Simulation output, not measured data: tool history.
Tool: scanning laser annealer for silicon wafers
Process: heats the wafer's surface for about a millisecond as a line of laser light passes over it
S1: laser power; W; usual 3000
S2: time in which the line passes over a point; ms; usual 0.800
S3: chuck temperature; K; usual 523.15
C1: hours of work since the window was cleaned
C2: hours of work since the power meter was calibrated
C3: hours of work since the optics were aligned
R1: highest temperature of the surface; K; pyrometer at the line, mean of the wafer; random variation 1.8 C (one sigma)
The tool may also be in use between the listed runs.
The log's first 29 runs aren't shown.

run,hour,S1,S2,S3,C1,C2,C3,R1
30,1186.0,3019,0.923,550.15,99,1021,300,1297.15
31,1229.4,2714,0.807,550.15,117,1039,318,1176.15
32,1278.4,2714,0.807,550.15,137,1060,338,1176.15
33,1310.1,3265,0.820,543.15,151,1073,352,1311.15
34,1336.1,2708,0.813,543.15,161,1084,362,1163.15
35,1381.1,3017,0.813,548.15,180,1103,381,1245.15
36,1429.8,3017,0.813,513.15,201,1123,402,1211.15
37,1475.0,2571,0.568,499.15,220,1142,421,997.15
38,1519.4,2623,0.568,492.15,238,1161,439,1000.15
39,1552.7,2684,0.798,492.15,252,1175,453,1098.15
40,1597.2,3126,0.677,492.15,271,1193,472,1154.15

Forecast each of these 3 alternatives for the next run:
A,1626.0,3010,0.668,485.15,283,1205,484,?
B,1626.0,3043,0.696,528.15,283,1205,484,?
C,1626.0,3244,0.646,508.15,283,1205,484,?

run,R1
A,1115.15
B,1178.15
C,1183.15
Without the tool's hidden state the same runs would have given:
run,R1
A,1148.15
B,1212.15
C,1218.15
